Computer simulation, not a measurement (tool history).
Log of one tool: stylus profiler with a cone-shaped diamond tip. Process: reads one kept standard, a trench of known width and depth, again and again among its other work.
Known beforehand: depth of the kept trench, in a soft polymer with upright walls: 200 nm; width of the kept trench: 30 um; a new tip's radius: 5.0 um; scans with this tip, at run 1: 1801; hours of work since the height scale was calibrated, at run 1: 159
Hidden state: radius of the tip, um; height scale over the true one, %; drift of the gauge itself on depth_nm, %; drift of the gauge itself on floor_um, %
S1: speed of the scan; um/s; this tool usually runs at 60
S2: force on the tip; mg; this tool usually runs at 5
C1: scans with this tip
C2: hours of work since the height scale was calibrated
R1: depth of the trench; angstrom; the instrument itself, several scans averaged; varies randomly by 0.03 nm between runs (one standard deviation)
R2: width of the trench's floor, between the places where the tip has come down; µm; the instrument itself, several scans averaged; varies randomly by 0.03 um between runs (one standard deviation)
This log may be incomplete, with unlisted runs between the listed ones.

run	hour	S1	S2	C1	C2	R1	R2
1	0	60	5	1801	159	2056.3	27.01
2	14.6	60	5	1898	168	2056.1	26.97
3	36	60	5	2040	181	2055.9	26.99
4	55.3	21	5	2168	192	2056.1	27.03
5	80.5	21	5	2334	207	2056.2	26.99
6	94.2	21	5	2426	215	2056	27.02
# hour 96.1: height scale calibrated on a step standard
7	117.2	143	2.08	2574	12	2030.7	26.72
8	131.7	143	2.08	2671	21	2031.1	26.72
9	150.1	60	9.34	2792	32	2085.3	26.96
10	181.1	60	9.34	2998	50	2084.6	26.86
11	206.3	60	9.34	3165	65	2084.5	26.92

Run 12 is up next; what results do you expect?
12	220.3	60	9.34	3257	73	?	?

Run 12 yielded R1 2084.5 angstrom, R2 26.88 µm.
If the tool had no hidden condition, the same run with the same run-to-run variation would have returned R1 2085.4 angstrom, R2 27.12 µm.
